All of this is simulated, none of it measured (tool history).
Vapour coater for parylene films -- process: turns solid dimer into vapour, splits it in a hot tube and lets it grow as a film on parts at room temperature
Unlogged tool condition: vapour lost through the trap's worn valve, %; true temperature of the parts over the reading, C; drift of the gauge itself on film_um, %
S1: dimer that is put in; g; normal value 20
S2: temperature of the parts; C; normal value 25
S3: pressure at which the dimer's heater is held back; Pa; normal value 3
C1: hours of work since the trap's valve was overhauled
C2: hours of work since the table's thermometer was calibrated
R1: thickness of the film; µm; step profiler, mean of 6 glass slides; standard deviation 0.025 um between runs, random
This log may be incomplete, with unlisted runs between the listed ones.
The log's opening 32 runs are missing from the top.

run   hour  S1  S2    S3   C1   C2    R1
 33  465.6  19  31     3  262  496  3.76
 34  476.5  19  31     3  268  501   3.8
 35  493.8  28  36  3.73  276  510  4.18
 36  502.3   9  25   6.9  280  514  1.95
 37  518.2  29  25  2.39  288  522  8.09
 38  534.3  27  26  8.03  296  529  5.37
 39  547.8  18  26  9.98  303  536  3.39
 40  561.1  27  35  2.02  309  543   4.9
 41  569.9  21  25  4.86  313  547  4.98
 42  580.8  19  21     3  319  552  6.13
 43  595.5  19  21     3  326  559   6.1
 44  609.6  14  27   2.9  333  566  3.48
 45  625.1  25  24   2.9  341  574  7.09
 46  633.8  21  28  2.52  345  578  5.09
 47  654.1  14  25  9.43  355  588  2.82

4 ways to go on from here, each from the tool as it stands after run 47. What would each give?
  A  670.8  20  35   2.7  363  596   ?
  B  670.8  28  23  2.23  363  596   ?
  C  670.8  14  25  2.14  363  596   ?
  D  670.8  26  20  5.73  363  596   ?

run    R1
  A  3.43
  B  8.94
  C  4.09
  D  7.62
Had the tool no hidden state, the same runs would have come out as:
run    R1
  A  3.29
  B  8.57
  C  3.92
  D  7.31
